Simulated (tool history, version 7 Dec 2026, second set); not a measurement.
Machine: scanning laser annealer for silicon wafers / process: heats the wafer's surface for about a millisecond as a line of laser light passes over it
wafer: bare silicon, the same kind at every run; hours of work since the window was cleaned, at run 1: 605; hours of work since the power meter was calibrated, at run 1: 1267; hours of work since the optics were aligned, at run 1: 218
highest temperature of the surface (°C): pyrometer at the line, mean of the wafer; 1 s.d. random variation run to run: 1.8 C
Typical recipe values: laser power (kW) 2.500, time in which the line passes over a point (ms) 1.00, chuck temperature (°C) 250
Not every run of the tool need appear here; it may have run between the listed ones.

run	hour	laser power (kW)	time in which the line passes over a point (ms)	chuck temperature (°C)	hours of work since the window was cleaned	hours of work since the power meter was calibrated	hours of work since the optics were aligned	highest temperature of the surface (°C)
1	0.0	2.500	1.00	250	605	1267	218	999
2	81.9	2.500	1.00	250	662	1324	275	997
3	175.8	2.500	1.00	250	727	1389	340	995
4	235.5	2.500	1.00	250	769	1430	381	993
# hour 263.2: window over the wafer cleaned
5	302.3	2.500	1.00	250	27	1475	427	1020
6	354.3	2.500	1.00	250	63	1512	463	1019
7	440.7	2.500	1.00	250	123	1572	523	1014
8	485.0	2.500	1.00	220	154	1602	554	987
9	547.5	2.500	1.00	250	198	1646	597	1012
10	587.4	2.500	1.00	214	225	1674	625	974
11	672.8	2.500	0.90	214	285	1733	684	937
12	728.6	2.500	0.90	214	324	1772	723	935
13	809.8	2.500	0.90	214	380	1828	779	932
14	868.4	2.500	0.90	214	421	1869	820	926
15	925.5	2.500	0.90	214	460	1909	860	929
16	976.3	2.234	1.00	250	496	1944	895	916
17	1027.9	2.500	1.06	250	532	1980	931	1018
18	1072.4	2.500	1.06	250	563	2011	962	1016
19	1122.7	2.500	1.06	250	598	2046	997	1018
20	1180.6	2.500	1.06	280	638	2086	1037	1045
21	1254.7	2.133	0.87	221	689	2138	1089	814
22	1312.4	2.306	1.00	286	729	2178	1129	967
23	1375.9	2.214	1.00	213	774	2222	1173	865
# hour 1397.4: window over the wafer cleaned
24	1422.5	2.214	1.00	213	17	2253	1204	887
25	1496.2	2.719	1.24	289	69	2304	1255	1207
26	1593.4	2.646	1.19	278	136	2372	1323	1146
27	1647.1	2.468	1.00	250	174	2409	1360	992
28	1712.5	2.422	1.13	226	219	2454	1406	996
29	1794.3	2.422	1.13	226	276	2511	1462	996
# hour 1842.8: optics aligned, line set to its width
30	1864.4	2.638	1.19	233	321	2557	15	1097
31	1936.2	2.164	0.99	250	371	2607	65	896
32	1982.8	2.164	0.99	250	404	2639	97	897
33	2047.3	2.164	0.99	250	448	2684	142	892
34	2132.8	2.749	0.80	265	508	2743	202	1004
35	2218.7	2.646	0.75	218	568	2803	261	905
36	2279.3	2.646	0.87	257	610	2845	303	991
37	2319.3	2.646	0.87	257	637	2873	331	989
38	2397.9	2.452	1.00	212	692	2928	386	935
39	2466.9	2.452	0.73	228	740	2976	434	848
40	2511.1	2.500	0.74	250	771	3006	465	886

What if the next run were any one of these 4? Each begins from the tool's condition after run 40:
# hour 2537.2: window over the wafer cleaned
A	2568.4	2.491	0.71	250	22	3045	503	?
# hour 2537.2: window over the wafer cleaned
B	2568.4	2.500	1.00	218	22	3045	503	?
# hour 2537.2: window over the wafer cleaned
C	2568.4	2.396	0.75	286	22	3045	503	?
# hour 2537.2: window over the wafer cleaned
D	2568.4	2.500	1.00	265	22	3045	503	?

run	highest temperature of the surface (°C)
A	896
B	982
C	920
D	1025
The same runs, with their run-to-run variation unchanged, on a tool lacking any hidden condition would have given:
run	highest temperature of the surface (°C)
A	913
B	1002
C	938
D	1046

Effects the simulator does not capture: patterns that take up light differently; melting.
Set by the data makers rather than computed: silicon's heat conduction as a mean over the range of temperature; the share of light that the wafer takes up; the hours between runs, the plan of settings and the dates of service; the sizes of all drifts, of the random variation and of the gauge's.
